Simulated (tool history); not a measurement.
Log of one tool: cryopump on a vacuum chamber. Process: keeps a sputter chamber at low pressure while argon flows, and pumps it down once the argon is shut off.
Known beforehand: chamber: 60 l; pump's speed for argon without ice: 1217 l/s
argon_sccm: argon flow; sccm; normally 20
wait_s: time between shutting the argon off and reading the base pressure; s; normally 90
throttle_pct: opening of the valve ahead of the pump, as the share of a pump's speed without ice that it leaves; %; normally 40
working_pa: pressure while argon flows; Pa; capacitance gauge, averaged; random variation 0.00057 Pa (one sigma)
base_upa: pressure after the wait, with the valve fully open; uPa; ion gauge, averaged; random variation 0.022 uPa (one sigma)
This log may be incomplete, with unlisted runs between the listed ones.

run 1 hour=0 | argon_sccm=20 wait_s=90 throttle_pct=40 | working_pa=0.0834 base_upa=0.82
run 2 hour=29.8 | argon_sccm=20 wait_s=90 throttle_pct=40 | working_pa=0.0846 base_upa=0.82
-- hour=56.7 pump warmed up, emptied and cooled again
run 3 hour=71.8 | argon_sccm=20 wait_s=90 throttle_pct=40 | working_pa=0.0711 base_upa=0.66
run 4 hour=129.1 | argon_sccm=20 wait_s=90 throttle_pct=40 | working_pa=0.0703 base_upa=0.68
run 5 hour=194.8 | argon_sccm=20 wait_s=90 throttle_pct=23 | working_pa=0.1218 base_upa=0.65
run 6 hour=258.6 | argon_sccm=20 wait_s=90 throttle_pct=23 | working_pa=0.123 base_upa=0.66
run 7 hour=291.2 | argon_sccm=20 wait_s=90 throttle_pct=23 | working_pa=0.1228 base_upa=0.69
run 8 hour=347.3 | argon_sccm=20 wait_s=90 throttle_pct=23 | working_pa=0.1223 base_upa=0.68
run 9 hour=388 | argon_sccm=20 wait_s=90 throttle_pct=23 | working_pa=0.1231 base_upa=0.72
run 10 hour=417.9 | argon_sccm=20 wait_s=90 throttle_pct=23 | working_pa=0.1232 base_upa=0.66
run 11 hour=470.2 | argon_sccm=20 wait_s=90 throttle_pct=23 | working_pa=0.1228 base_upa=0.67
run 12 hour=538.9 | argon_sccm=9 wait_s=90 throttle_pct=40 | working_pa=0.0323 base_upa=0.7
run 13 hour=581.9 | argon_sccm=9 wait_s=90 throttle_pct=40 | working_pa=0.033 base_upa=0.71
run 14 hour=631.5 | argon_sccm=9 wait_s=90 throttle_pct=40 | working_pa=0.033 base_upa=0.72
run 15 hour=681.2 | argon_sccm=9 wait_s=90 throttle_pct=40 | working_pa=0.0326 base_upa=0.75
run 16 hour=710.7 | argon_sccm=20 wait_s=90 throttle_pct=40 | working_pa=0.0735 base_upa=0.74
run 17 hour=748.6 | argon_sccm=20 wait_s=90 throttle_pct=42 | working_pa=0.0709 base_upa=0.78
run 18 hour=779.2 | argon_sccm=20 wait_s=90 throttle_pct=42 | working_pa=0.0704 base_upa=0.71
run 19 hour=834.2 | argon_sccm=17 wait_s=90 throttle_pct=21 | working_pa=0.1166 base_upa=0.78
run 20 hour=893.4 | argon_sccm=17 wait_s=90 throttle_pct=21 | working_pa=0.1162 base_upa=0.75
run 21 hour=939.1 | argon_sccm=13 wait_s=31 throttle_pct=23 | working_pa=0.0822 base_upa=1.32
run 22 hour=967.4 | argon_sccm=37 wait_s=247 throttle_pct=23 | working_pa=0.2337 base_upa=0.61
run 23 hour=1028.1 | argon_sccm=14 wait_s=77 throttle_pct=35 | working_pa=0.0603 base_upa=0.85

Estimate the outcome of run 24 from the log above:
run 24 hour=1088.1 | argon_sccm=20 wait_s=77 throttle_pct=16 | working_pa=? base_upa=?

working_pa: 0.1816 Pa
base_upa: 0.85 uPa
Had the tool carried no hidden state, the very same run would have given working_pa 0.1753 Pa, base_upa 0.6 uPa.
